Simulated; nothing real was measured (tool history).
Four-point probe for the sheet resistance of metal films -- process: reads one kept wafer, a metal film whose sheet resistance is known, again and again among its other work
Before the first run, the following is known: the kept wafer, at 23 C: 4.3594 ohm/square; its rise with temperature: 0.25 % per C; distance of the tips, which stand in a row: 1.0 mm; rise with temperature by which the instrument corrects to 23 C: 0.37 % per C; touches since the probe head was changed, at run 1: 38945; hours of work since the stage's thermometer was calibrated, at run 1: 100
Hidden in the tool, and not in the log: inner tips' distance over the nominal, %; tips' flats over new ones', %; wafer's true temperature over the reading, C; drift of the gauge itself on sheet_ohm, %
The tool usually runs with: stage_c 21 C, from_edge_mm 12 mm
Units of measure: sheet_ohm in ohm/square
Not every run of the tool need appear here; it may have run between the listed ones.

| run | hour | stage_c | from_edge_mm | touches since the probe head was changed | hours of work since the stage's thermometer was calibrated | sheet_ohm |
|---|---|---|---|---|---|---|
| 1 | 0 | 21 | 12 | 38945 | 100 | 4.365326 |
| 2 | 36.9 | 21 | 12 | 39975 | 118 | 4.36628 |
| 3 | 83.1 | 25 | 12 | 41262 | 140 | 4.346613 |
| 4 | 123.3 | 25 | 12 | 42381 | 159 | 4.346573 |
| 5 | 147.4 | 25 | 12 | 43055 | 171 | 4.344981 |
| 6 | 171.7 | 25 | 12 | 43730 | 182 | 4.345108 |
| 7 | 201.7 | 25 | 12 | 44568 | 197 | 4.344722 |
| 8 | 228.2 | 25 | 12 | 45305 | 209 | 4.3426 |
| 9 | 251.4 | 21 | 3 | 45952 | 221 | 4.590598 |
| 10 | 297.7 | 21 | 3 | 47242 | 243 | 4.59257 |
| 11 | 324.7 | 21 | 3 | 47997 | 256 | 4.589785 |
| 12 | 351.4 | 21 | 12 | 48741 | 269 | 4.362029 |
| 13 | 390.9 | 21 | 12 | 49840 | 287 | 4.362025 |
| 14 | 413.8 | 21 | 6 | 50478 | 298 | 4.410796 |
| 15 | 436.9 | 21 | 12 | 51124 | 310 | 4.360407 |
| 16 | 457.2 | 31 | 12 | 51688 | 319 | 4.3132 |
| 17 | 482.8 | 31 | 12 | 52402 | 332 | 4.313458 |

Expected results for the next run?
| 18 | 528.2 | 21 | 12 | 53668 | 353 | ? |

Run 18 gave sheet_ohm 4.359842 ohm/square.
Without the tool's hidden state the same run would have given sheet_ohm 4.385309 ohm/square.

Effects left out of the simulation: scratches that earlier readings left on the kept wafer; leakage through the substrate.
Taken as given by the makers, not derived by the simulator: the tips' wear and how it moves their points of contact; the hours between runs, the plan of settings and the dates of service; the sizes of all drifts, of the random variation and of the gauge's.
